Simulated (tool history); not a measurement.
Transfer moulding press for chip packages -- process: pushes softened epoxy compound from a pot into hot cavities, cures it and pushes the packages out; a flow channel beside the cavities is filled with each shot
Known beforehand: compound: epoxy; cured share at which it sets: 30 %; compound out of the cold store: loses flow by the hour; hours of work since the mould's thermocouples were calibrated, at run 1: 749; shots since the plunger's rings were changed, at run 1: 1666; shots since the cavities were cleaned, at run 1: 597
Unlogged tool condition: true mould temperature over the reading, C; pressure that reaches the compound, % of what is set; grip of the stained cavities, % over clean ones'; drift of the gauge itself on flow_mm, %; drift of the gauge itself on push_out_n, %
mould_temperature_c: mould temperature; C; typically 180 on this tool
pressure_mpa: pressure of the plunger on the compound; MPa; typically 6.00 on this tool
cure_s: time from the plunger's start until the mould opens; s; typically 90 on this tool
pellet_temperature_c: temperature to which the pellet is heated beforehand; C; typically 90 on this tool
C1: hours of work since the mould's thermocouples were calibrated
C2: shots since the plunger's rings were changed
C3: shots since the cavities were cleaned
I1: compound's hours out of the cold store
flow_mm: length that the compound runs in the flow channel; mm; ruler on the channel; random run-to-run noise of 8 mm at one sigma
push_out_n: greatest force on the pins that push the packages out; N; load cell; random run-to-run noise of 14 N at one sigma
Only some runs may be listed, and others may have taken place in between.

Run 1, hour 0.0: usual settings; C1 749; C2 1666; C3 597; I1 46.3. Result: flow_mm 742 mm, push_out_n 937 N.
At hour 9.1: cavities cleaned with cleaning compound and waxed.
At hour 52.5: cavities cleaned with cleaning compound and waxed.
Run 2, hour 52.5: usual settings but pellet_temperature_c 84 C; C1 783; C2 2388; C3 0; I1 21.1. Result: flow_mm 829 mm, push_out_n 630 N.
At hour 101.1: cavities cleaned with cleaning compound and waxed.
Run 3, hour 102.2: usual settings but pellet_temperature_c 84 C; C1 816; C2 3093; C3 17; I1 8.1. Result: flow_mm 881 mm, push_out_n 659 N.
At hour 109.1: mould's thermocouples calibrated.
At hour 131.3: plunger's sealing rings changed.
At hour 149.6: cavities cleaned with cleaning compound and waxed.
Run 4, hour 162.0: usual settings but pellet_temperature_c 84 C; C1 34; C2 426; C3 181; I1 30.7. Result: flow_mm 831 mm, push_out_n 792 N.
At hour 198.1: cavities cleaned with cleaning compound and waxed.
Run 5, hour 237.2: usual settings; C1 84; C2 1502; C3 570; I1 41.8. Result: flow_mm 768 mm, push_out_n 891 N.
At hour 242.3: cavities cleaned with cleaning compound and waxed.
Run 6, hour 284.0: usual settings; C1 116; C2 2163; C3 608; I1 39.7. Result: flow_mm 779 mm, push_out_n 936 N.
At hour 292.7: cavities cleaned with cleaning compound and waxed.
At hour 336.1: cavities cleaned with cleaning compound and waxed.
Run 7, hour 345.5: usual settings; C1 156; C2 3017; C3 137; I1 9.6. Result: flow_mm 869 mm, push_out_n 795 N.
At hour 377.7: plunger's sealing rings changed.
At hour 383.5: cavities cleaned with cleaning compound and waxed.
At hour 429.4: cavities cleaned with cleaning compound and waxed.
Run 8, hour 431.5: usual settings; C1 212; C2 741; C3 30; I1 11.7. Result: flow_mm 905 mm, push_out_n 677 N.
At hour 477.9: cavities cleaned with cleaning compound and waxed.
Run 9, hour 492.6: usual settings but pellet_temperature_c 88 C; C1 253; C2 1612; C3 215; I1 26.6. Result: flow_mm 833 mm, push_out_n 748 N.
At hour 527.8: cavities cleaned with cleaning compound and waxed.
Run 10, hour 549.8: usual settings but pellet_temperature_c 88 C; C1 291; C2 2426; C3 322; I1 43.7. Result: flow_mm 743 mm, push_out_n 804 N.
At hour 574.4: cavities cleaned with cleaning compound and waxed.
At hour 618.1: cavities cleaned with cleaning compound and waxed.
At hour 626.3: plunger's sealing rings changed.
Run 11, hour 640.8: usual settings but pellet_temperature_c 99 C; C1 350; C2 212; C3 296; I1 36.5. Result: flow_mm 807 mm, push_out_n 782 N.
At hour 665.9: cavities cleaned with cleaning compound and waxed.
Run 12, hour 679.3: usual settings but pellet_temperature_c 99 C; C1 376; C2 752; C3 195; I1 40.1. Result: flow_mm 797 mm, push_out_n 745 N.
At hour 713.6: cavities cleaned with cleaning compound and waxed.
Run 13, hour 735.7: usual settings but pellet_temperature_c 99 C; C1 413; C2 1554; C3 324; I1 9.0. Result: flow_mm 892 mm, push_out_n 856 N.
At hour 762.4: cavities cleaned with cleaning compound and waxed.
Run 14, hour 797.7: usual settings but mould_temperature_c 184 C, pressure_mpa 4.96 MPa, pellet_temperature_c 95 C; C1 455; C2 2436; C3 514; I1 34.4. Result: flow_mm 705 mm, push_out_n 770 N.
At hour 810.8: cavities cleaned with cleaning compound and waxed.
At hour 854.6: cavities cleaned with cleaning compound and waxed.
At hour 879.2: plunger's sealing rings changed.
Run 15, hour 888.6: usual settings but pressure_mpa 6.37 MPa, cure_s 116 s; C1 514; C2 137; C3 459; I1 41.7. Result: flow_mm 809 mm, push_out_n 663 N.
At hour 904.8: cavities cleaned with cleaning compound and waxed.
At hour 951.8: cavities cleaned with cleaning compound and waxed.
Run 16, hour 955.5: usual settings but pressure_mpa 6.37 MPa, cure_s 116 s; C1 558; C2 1071; C3 54; I1 25.2. Result: flow_mm 863 mm, push_out_n 471 N.
At hour 1000.0: cavities cleaned with cleaning compound and waxed.
Run 17, hour 1000.0: usual settings but cure_s 96 s; C1 588; C2 1699; C3 0; I1 29.4. Result: flow_mm 821 mm, push_out_n 513 N.
At hour 1047.8: cavities cleaned with cleaning compound and waxed.
Run 18, hour 1060.9: usual settings but mould_temperature_c 186 C, cure_s 96 s, pellet_temperature_c 98 C; C1 629; C2 2567; C3 192; I1 47.0. Result: flow_mm 728 mm, push_out_n 566 N.
At hour 1093.8: cavities cleaned with cleaning compound and waxed.
Run 19, hour 1112.6: usual settings but mould_temperature_c 174 C, cure_s 93 s; C1 663; C2 3299; C3 274; I1 39.5. Result: flow_mm 788 mm, push_out_n 1072 N.
At hour 1125.1: plunger's sealing rings changed.
At hour 1144.9: cavities cleaned with cleaning compound and waxed.
Run 20, hour 1151.0: usual settings but mould_temperature_c 174 C, cure_s 93 s; C1 687; C2 357; C3 89; I1 34.7. Result: flow_mm 833 mm, push_out_n 886 N.

Predict the results of run 21:
At hour 1193.6: cavities cleaned with cleaning compound and waxed.
Run 21, hour 1205.3: usual settings but mould_temperature_c 174 C, cure_s 93 s; C1 723; C2 1127; C3 171; I1 33.8. Result: flow_mm ?, push_out_n ?.

{"run 21": {"flow_mm": 815, "push_out_n": 954}}
On a tool with no hidden condition, and with the same random variation, this run would have come out at flow_mm 840 mm, push_out_n 837 N.

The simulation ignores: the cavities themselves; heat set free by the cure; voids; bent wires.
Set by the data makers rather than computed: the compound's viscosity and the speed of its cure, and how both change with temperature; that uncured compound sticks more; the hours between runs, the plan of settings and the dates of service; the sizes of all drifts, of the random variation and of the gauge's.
